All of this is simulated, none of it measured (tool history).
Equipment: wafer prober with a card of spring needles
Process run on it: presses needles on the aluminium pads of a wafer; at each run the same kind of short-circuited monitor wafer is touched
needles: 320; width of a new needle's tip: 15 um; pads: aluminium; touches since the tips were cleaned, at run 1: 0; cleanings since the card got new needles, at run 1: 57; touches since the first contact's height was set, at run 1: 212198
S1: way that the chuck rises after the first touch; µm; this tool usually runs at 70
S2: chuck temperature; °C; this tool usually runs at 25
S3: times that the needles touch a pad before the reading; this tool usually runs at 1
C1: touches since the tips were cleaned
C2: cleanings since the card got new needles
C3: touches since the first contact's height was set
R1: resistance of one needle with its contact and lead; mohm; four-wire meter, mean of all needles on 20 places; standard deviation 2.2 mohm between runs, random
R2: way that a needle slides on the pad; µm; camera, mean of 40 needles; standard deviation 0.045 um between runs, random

run 1 hour=0.0 | S1=70 S2=25 S3=1 | C1=0 C2=57 C3=212198 | R1=253 R2=10.06
-- hour=6.4 tips cleaned on abrasive film
-- hour=12.1 tips cleaned on abrasive film
run 2 hour=12.1 | S1=70 S2=25 S3=1 | C1=0 C2=59 C3=219011 | R1=253 R2=10.06
-- hour=18.7 tips cleaned on abrasive film
-- hour=25.6 tips cleaned on abrasive film
run 3 hour=27.8 | S1=70 S2=25 S3=1 | C1=1244 C2=61 C3=227938 | R1=260 R2=9.92
-- hour=31.9 tips cleaned on abrasive film
-- hour=38.6 tips cleaned on abrasive film
-- hour=44.5 tips cleaned on abrasive film
run 4 hour=48.3 | S1=70 S2=25 S3=1 | C1=2179 C2=64 C3=239545 | R1=275 R2=9.91
-- hour=51.1 tips cleaned on abrasive film
-- hour=57.6 tips cleaned on abrasive film
-- hour=59.2 height of the first contact set anew
run 5 hour=62.5 | S1=70 S2=25 S3=1 | C1=2687 C2=66 C3=1899 | R1=267 R2=10.78
-- hour=64.0 tips cleaned on abrasive film
-- hour=70.4 tips cleaned on abrasive film
-- hour=77.3 tips cleaned on abrasive film
run 6 hour=79.3 | S1=70 S2=25 S3=1 | C1=1165 C2=69 C3=11342 | R1=257 R2=10.74
-- hour=83.3 tips cleaned on abrasive film
-- hour=90.1 tips cleaned on abrasive film
run 7 hour=92.4 | S1=70 S2=45 S3=1 | C1=1318 C2=71 C3=18752 | R1=265 R2=10.71
-- hour=96.5 tips cleaned on abrasive film
-- hour=102.7 tips cleaned on abrasive film
run 8 hour=103.1 | S1=70 S2=25 S3=1 | C1=240 C2=73 C3=24800 | R1=254 R2=10.72
-- hour=109.3 tips cleaned on abrasive film
-- hour=115.9 tips cleaned on abrasive film
run 9 hour=120.7 | S1=70 S2=25 S3=1 | C1=2733 C2=75 C3=34753 | R1=267 R2=10.72
-- hour=122.1 tips cleaned on abrasive film
-- hour=129.1 tips cleaned on abrasive film
-- hour=135.4 tips cleaned on abrasive film
-- hour=141.1 tips cleaned on abrasive film
run 10 hour=141.1 | S1=70 S2=25 S3=1 | C1=0 C2=79 C3=46264 | R1=248 R2=10.59
-- hour=148.1 tips cleaned on abrasive film
run 11 hour=151.8 | S1=70 S2=25 S3=1 | C1=2136 C2=80 C3=52346 | R1=266 R2=10.52
-- hour=154.3 tips cleaned on abrasive film
-- hour=160.7 tips cleaned on abrasive film
-- hour=167.1 tips cleaned on abrasive film
run 12 hour=171.2 | S1=70 S2=25 S3=1 | C1=2391 C2=83 C3=63336 | R1=266 R2=10.62
-- hour=172.7 tips cleaned on abrasive film
-- hour=179.2 tips cleaned on abrasive film
-- hour=185.7 tips cleaned on abrasive film
run 13 hour=186.6 | S1=70 S2=25 S3=1 | C1=483 C2=86 C3=71983 | R1=256 R2=10.54
-- hour=191.9 tips cleaned on abrasive film
-- hour=198.7 tips cleaned on abrasive film
run 14 hour=202.1 | S1=70 S2=82 S3=1 | C1=1939 C2=88 C3=80762 | R1=277 R2=10.47
-- hour=204.7 tips cleaned on abrasive film
-- hour=210.5 tips cleaned on abrasive film
-- hour=216.3 tips cleaned on abrasive film
-- hour=222.9 tips cleaned on abrasive film
run 15 hour=222.9 | S1=70 S2=82 S3=1 | C1=0 C2=92 C3=92521 | R1=263 R2=10.41
-- hour=229.5 tips cleaned on abrasive film
run 16 hour=232.3 | S1=70 S2=46 S3=2 | C1=1605 C2=93 C3=97824 | R1=265 R2=10.40
-- hour=235.8 tips cleaned on abrasive film
-- hour=242.3 tips cleaned on abrasive film
run 17 hour=242.8 | S1=70 S2=40 S3=2 | C1=320 C2=95 C3=103778 | R1=256 R2=10.38
-- hour=247.9 tips cleaned on abrasive film
-- hour=254.6 tips cleaned on abrasive film
run 18 hour=258.4 | S1=57 S2=40 S3=2 | C1=2220 C2=97 C3=112618 | R1=268 R2=8.33
-- hour=260.6 tips cleaned on abrasive film
-- hour=267.5 tips cleaned on abrasive film
run 19 hour=270.2 | S1=57 S2=40 S3=2 | C1=1521 C2=99 C3=119247 | R1=269 R2=8.31
-- hour=274.0 tips cleaned on abrasive film
-- hour=280.2 tips cleaned on abrasive film
-- hour=287.0 tips cleaned on abrasive film
run 20 hour=288.6 | S1=70 S2=25 S3=3 | C1=916 C2=102 C3=129674 | R1=254 R2=10.24
-- hour=293.6 tips cleaned on abrasive film
-- hour=300.3 tips cleaned on abrasive film
run 21 hour=300.4 | S1=67 S2=25 S3=3 | C1=26 C2=104 C3=136316 | R1=251 R2=9.77
-- hour=307.0 tips cleaned on abrasive film
-- hour=313.6 tips cleaned on abrasive film
-- hour=320.1 tips cleaned on abrasive film
run 22 hour=320.1 | S1=67 S2=25 S3=3 | C1=0 C2=107 C3=147469 | R1=250 R2=9.85
-- hour=326.6 tips cleaned on abrasive film
-- hour=332.8 tips cleaned on abrasive film
run 23 hour=338.1 | S1=67 S2=25 S3=3 | C1=3013 C2=109 C3=157670 | R1=258 R2=9.64
-- hour=339.2 tips cleaned on abrasive film
-- hour=345.5 tips cleaned on abrasive film
-- hour=351.5 tips cleaned on abrasive film
run 24 hour=354.5 | S1=69 S2=124 S3=2 | C1=1717 C2=112 C3=166912 | R1=283 R2=10.03
-- hour=358.1 tips cleaned on abrasive film
-- hour=364.5 tips cleaned on abrasive film
run 25 hour=368.5 | S1=72 S2=50 S3=2 | C1=2244 C2=114 C3=174831 | R1=270 R2=10.44
-- hour=371.0 tips cleaned on abrasive film
-- hour=377.4 tips cleaned on abrasive film
run 26 hour=381.5 | S1=72 S2=50 S3=2 | C1=2357 C2=116 C3=182214 | R1=267 R2=10.41
-- hour=383.9 tips cleaned on abrasive film
-- hour=390.5 tips cleaned on abrasive film
-- hour=396.5 tips cleaned on abrasive film
run 27 hour=400.4 | S1=70 S2=107 S3=3 | C1=2212 C2=119 C3=192872 | R1=277 R2=10.07
-- hour=402.6 tips cleaned on abrasive film
-- hour=408.6 tips cleaned on abrasive film
run 28 hour=409.7 | S1=51 S2=71 S3=3 | C1=590 C2=121 C3=198090 | R1=273 R2=7.05

Here are 5 independent what-if runs from the current tool condition. What would each one return?
-- hour=415.2 tips cleaned on abrasive film
-- hour=422.0 tips cleaned on abrasive film
run A hour=424.3 | S1=70 S2=25 S3=2 | C1=1306 C2=123 C3=206371 | R1=? R2=?
-- hour=415.2 tips cleaned on abrasive film
-- hour=422.0 tips cleaned on abrasive film
run B hour=424.3 | S1=51 S2=71 S3=2 | C1=1306 C2=123 C3=206371 | R1=? R2=?
-- hour=415.2 tips cleaned on abrasive film
-- hour=422.0 tips cleaned on abrasive film
run C hour=424.3 | S1=51 S2=71 S3=2 | C1=1306 C2=123 C3=206371 | R1=? R2=?
-- hour=415.2 tips cleaned on abrasive film
-- hour=422.0 tips cleaned on abrasive film
run D hour=424.3 | S1=72 S2=25 S3=2 | C1=1306 C2=123 C3=206371 | R1=? R2=?
-- hour=415.2 tips cleaned on abrasive film
-- hour=422.0 tips cleaned on abrasive film
run E hour=424.3 | S1=62 S2=71 S3=1 | C1=1306 C2=123 C3=206371 | R1=? R2=?

run=A R1=259 R2=9.97
run=B R1=280 R2=7.13
run=C R1=281 R2=7.07
run=D R1=257 R2=10.29
run=E R1=277 R2=8.73
Without the tool's unlogged condition, the same runs would have read:
run=A R1=247 R2=10.76
run=B R1=260 R2=7.92
run=C R1=261 R2=7.86
run=D R1=247 R2=11.08
run=E R1=256 R2=9.52
